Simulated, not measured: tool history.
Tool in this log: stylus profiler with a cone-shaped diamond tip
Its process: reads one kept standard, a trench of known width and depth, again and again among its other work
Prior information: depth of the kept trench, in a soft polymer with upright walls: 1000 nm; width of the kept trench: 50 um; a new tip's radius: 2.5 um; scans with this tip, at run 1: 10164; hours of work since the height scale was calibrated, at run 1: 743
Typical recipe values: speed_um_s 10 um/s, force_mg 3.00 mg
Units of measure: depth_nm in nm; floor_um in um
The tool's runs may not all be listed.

| run | hour | speed_um_s | force_mg | scans with this tip | hours of work since the height scale was calibrated | depth_nm | floor_um |
|---|---|---|---|---|---|---|---|
| 1 | 0.0 | 10 | 3.00 | 10164 | 743 | 1021.81 | 45.03 |
| 2 | 21.6 | 3 | 3.00 | 10390 | 760 | 1021.94 | 45.04 |
| 3 | 37.3 | 3 | 3.00 | 10553 | 771 | 1021.58 | 45.01 |
| 4 | 53.7 | 10 | 3.00 | 10725 | 784 | 1022.00 | 45.02 |
| 5 | 78.0 | 10 | 3.00 | 10978 | 803 | 1022.12 | 44.97 |
| 6 | 97.2 | 10 | 3.00 | 11178 | 817 | 1022.49 | 44.95 |
| 7 | 122.6 | 10 | 1.90 | 11443 | 837 | 1017.04 | 44.91 |
| 8 | 147.4 | 10 | 1.90 | 11702 | 855 | 1017.07 | 44.87 |
| 9 | 159.8 | 10 | 1.90 | 11832 | 865 | 1016.84 | 44.86 |
| 10 | 180.0 | 10 | 1.90 | 12043 | 880 | 1016.91 | 44.87 |
| 11 | 205.6 | 11 | 3.00 | 12309 | 900 | 1021.98 | 44.90 |
| 12 | 226.6 | 10 | 4.99 | 12529 | 916 | 1030.47 | 44.86 |
| 13 | 238.0 | 10 | 3.04 | 12648 | 925 | 1022.64 | 44.87 |
| 14 | 261.9 | 6 | 6.97 | 12897 | 943 | 1037.13 | 44.82 |
| 15 | 275.2 | 6 | 6.97 | 13036 | 953 | 1037.54 | 44.84 |
|  | 276.8 | height scale calibrated on a step standard |
| 16 | 302.1 | 6 | 6.97 | 13312 | 19 | 1038.76 | 44.82 |
| 17 | 328.1 | 6 | 6.97 | 13583 | 39 | 1038.67 | 44.81 |
| 18 | 341.4 | 16 | 2.30 | 13721 | 49 | 1020.23 | 44.72 |
|  | 367.2 | height scale calibrated on a step standard, once more |
| 19 | 367.2 | 37 | 1.60 | 13986 | 0 | 1012.75 | 44.50 |
| 20 | 381.5 | 17 | 3.47 | 14136 | 11 | 1021.50 | 44.71 |
| 21 | 398.4 | 10 | 5.85 | 14312 | 24 | 1031.28 | 44.74 |
| 22 | 416.2 | 15 | 3.68 | 14498 | 37 | 1022.80 | 44.66 |
| 23 | 429.0 | 6 | 1.80 | 14631 | 47 | 1014.08 | 44.70 |
| 24 | 455.3 | 6 | 1.80 | 14905 | 67 | 1014.45 | 44.62 |

Entry by entry between the runs, the difference in hidden state between the last listed run before and the first listed run after:
Logged between run 15 and run 16: height scale calibrated on a step standard (hour 276.8)
  radius of the tip, um: 3.82 -> 3.85; height scale over the true one, %: 0.253 -> 0.377
  what was measured, less what the result would be without the hidden state, depth_nm: +2.62 -> +3.89 nm; floor_um: -1.16 -> -1.18 um
Logged between run 18 and run 19: height scale calibrated on a step standard, once more (hour 367.2)
  radius of the tip, um: 3.89 -> 3.91; height scale over the true one, %: 0.385 -> 0.001
  what was measured, less what the result would be without the hidden state, depth_nm: +3.91 -> +0.00 nm; floor_um: -1.21 -> -1.23 um
